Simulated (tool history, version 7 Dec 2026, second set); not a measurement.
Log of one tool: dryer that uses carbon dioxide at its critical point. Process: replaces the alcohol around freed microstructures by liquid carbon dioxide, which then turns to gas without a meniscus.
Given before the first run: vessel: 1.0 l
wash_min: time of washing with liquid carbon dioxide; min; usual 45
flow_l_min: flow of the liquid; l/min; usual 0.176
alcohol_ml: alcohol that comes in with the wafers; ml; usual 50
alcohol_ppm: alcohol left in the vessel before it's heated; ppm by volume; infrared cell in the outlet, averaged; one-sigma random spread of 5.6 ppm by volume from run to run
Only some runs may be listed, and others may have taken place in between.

run	hour	wash_min	flow_l_min	alcohol_ml	alcohol_ppm
1	0.0	45	0.176	50	292
2	4.1	45	0.176	50	301
3	9.6	45	0.176	32	196
4	17.3	45	0.176	32	196
5	25.3	45	0.176	50	296
# hour 27.7: inlet filter changed
6	32.8	45	0.165	50	249
7	40.2	45	0.165	50	235
8	45.5	45	0.165	50	247
9	50.6	31	0.176	50	966
10	58.1	31	0.176	50	978
11	64.6	31	0.176	50	1009
12	68.6	31	0.176	50	1000
13	76.7	31	0.176	50	1006
14	83.6	45	0.176	71	242
15	91.0	45	0.176	44	163
16	99.4	45	0.176	44	167
17	106.6	45	0.176	44	160
18	111.4	35	0.176	50	595
19	117.4	35	0.176	50	612
20	125.4	35	0.176	50	611
21	129.2	35	0.176	50	600
22	136.8	45	0.176	50	183
23	142.0	45	0.176	50	194
24	148.6	45	0.176	50	205
25	155.1	52	0.112	117	1719
26	160.6	60	0.211	26	27
27	167.0	45	0.129	50	778
28	171.6	45	0.129	50	785
29	179.1	45	0.120	52	1065
30	187.9	54	0.179	57	73
31	193.3	54	0.179	57	81
32	200.6	59	0.176	67	62
33	206.8	53	0.176	85	126
34	212.5	53	0.112	85	1157
35	217.9	53	0.227	21	32
36	222.4	63	0.227	21	25
37	229.9	53	0.176	50	88
38	237.5	53	0.176	50	93
39	246.8	71	0.138	30	52
40	254.9	30	0.106	23	2336
41	262.7	30	0.144	50	2312
42	268.0	50	0.144	70	412
43	274.1	50	0.144	70	437
44	280.3	68	0.144	91	112
45	288.7	68	0.144	91	109
46	294.9	64	0.184	50	51
47	301.6	45	0.176	88	338

Selected run-to-run steps in alcohol_ppm, each split into two signed amounts: the part the tool would show with no hidden state at all (from settings, incoming material and random variation), and the remainder, which goes to the hidden state together with any gauge scatter not common to the measured and the hidden-state-free results:
The tool's hidden condition here consists of: flow that reaches the vessel past the clogged filter, %; alcohol in the recycled carbon dioxide, ppm; drift of the gauge itself on alcohol_ppm, %.
Run 5 -> 6: flow_l_min 0.176 -> 0.165, inlet filter changed. alcohol_ppm -47 ppm by volume: hidden state -120, all else +73.
Run 25 -> 26: wash_min 52 -> 60, flow_l_min 0.112 -> 0.211, alcohol_ml 117 -> 26. alcohol_ppm -1692 ppm by volume: hidden state -68, all else -1624.
Run 39 -> 40: wash_min 71 -> 30, flow_l_min 0.138 -> 0.106, alcohol_ml 30 -> 23. alcohol_ppm +2284 ppm by volume: hidden state +79, all else +2205.
Run 41 -> 42: wash_min 30 -> 50, alcohol_ml 50 -> 70. alcohol_ppm -1900 ppm by volume: hidden state -82, all else -1818.
